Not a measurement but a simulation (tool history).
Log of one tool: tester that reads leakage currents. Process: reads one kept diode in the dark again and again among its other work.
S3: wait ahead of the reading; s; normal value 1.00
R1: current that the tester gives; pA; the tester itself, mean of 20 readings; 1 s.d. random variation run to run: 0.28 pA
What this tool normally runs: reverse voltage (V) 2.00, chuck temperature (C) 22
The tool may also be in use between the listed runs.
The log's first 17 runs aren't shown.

run 18 hour=1700.2 | reverse_voltage_(V)=2.00 chuck_temperature_(C)=22 S3=1.00 | R1=91.22
run 19 hour=1767.1 | reverse_voltage_(V)=2.00 chuck_temperature_(C)=22 S3=1.00 | R1=90.36
run 20 hour=1863.5 | reverse_voltage_(V)=2.00 chuck_temperature_(C)=22 S3=1.00 | R1=90.98
run 21 hour=1933.1 | reverse_voltage_(V)=2.22 chuck_temperature_(C)=22 S3=0.47 | R1=95.57
run 22 hour=2006.9 | reverse_voltage_(V)=5.25 chuck_temperature_(C)=22 S3=0.47 | R1=140.11
run 23 hour=2133.8 | reverse_voltage_(V)=2.24 chuck_temperature_(C)=55 S3=1.00 | R1=956.58
run 24 hour=2242.7 | reverse_voltage_(V)=7.92 chuck_temperature_(C)=59 S3=1.90 | R1=2136.32
run 25 hour=2344.5 | reverse_voltage_(V)=2.00 chuck_temperature_(C)=31 S3=1.00 | R1=178.32
run 26 hour=2401.1 | reverse_voltage_(V)=2.00 chuck_temperature_(C)=27 S3=1.00 | R1=132.43
run 27 hour=2515.5 | reverse_voltage_(V)=1.52 chuck_temperature_(C)=36 S3=0.39 | R1=225.65
run 28 hour=2578.9 | reverse_voltage_(V)=1.52 chuck_temperature_(C)=36 S3=0.39 | R1=226.52
run 29 hour=2650.0 | reverse_voltage_(V)=4.57 chuck_temperature_(C)=33 S3=0.74 | R1=297.46
run 30 hour=2729.0 | reverse_voltage_(V)=17.12 chuck_temperature_(C)=39 S3=0.74 | R1=814.45
run 31 hour=2819.0 | reverse_voltage_(V)=19.27 chuck_temperature_(C)=26 S3=4.15 | R1=329.69
-- hour=2873.7 chuck's temperature calibrated
run 32 hour=2925.7 | reverse_voltage_(V)=7.87 chuck_temperature_(C)=27 S3=0.63 | R1=244.19
run 33 hour=3050.9 | reverse_voltage_(V)=6.31 chuck_temperature_(C)=35 S3=2.88 | R1=394.09
run 34 hour=3163.5 | reverse_voltage_(V)=2.00 chuck_temperature_(C)=33 S3=4.46 | R1=206.12
run 35 hour=3284.6 | reverse_voltage_(V)=8.73 chuck_temperature_(C)=35 S3=4.80 | R1=451.86
run 36 hour=3356.7 | reverse_voltage_(V)=2.00 chuck_temperature_(C)=22 S3=1.00 | R1=90.63
run 37 hour=3473.2 | reverse_voltage_(V)=10.71 chuck_temperature_(C)=22 S3=1.10 | R1=190.03
run 38 hour=3533.2 | reverse_voltage_(V)=10.71 chuck_temperature_(C)=22 S3=1.10 | R1=190.96
run 39 hour=3668.9 | reverse_voltage_(V)=3.13 chuck_temperature_(C)=45 S3=0.94 | R1=578.31
run 40 hour=3796.0 | reverse_voltage_(V)=4.45 chuck_temperature_(C)=23 S3=0.73 | R1=139.35

Each row is a separate what-if for the run after 40, all from the same tool condition, not one after another. Results?
run A hour=3894.8 | reverse_voltage_(V)=1.11 chuck_temperature_(C)=26 S3=4.58 | R1=?
run B hour=3894.8 | reverse_voltage_(V)=3.08 chuck_temperature_(C)=24 S3=1.74 | R1=?
run C hour=3894.8 | reverse_voltage_(V)=2.55 chuck_temperature_(C)=23 S3=2.83 | R1=?
run D hour=3894.8 | reverse_voltage_(V)=1.54 chuck_temperature_(C)=58 S3=0.73 | R1=?

run=A R1=94.73
run=B R1=127.20
run=C R1=107.83
run=D R1=982.55
Without the tool's unlogged condition, the same runs would have read:
run=A R1=94.87
run=B R1=127.39
run=C R1=107.99
run=D R1=983.79

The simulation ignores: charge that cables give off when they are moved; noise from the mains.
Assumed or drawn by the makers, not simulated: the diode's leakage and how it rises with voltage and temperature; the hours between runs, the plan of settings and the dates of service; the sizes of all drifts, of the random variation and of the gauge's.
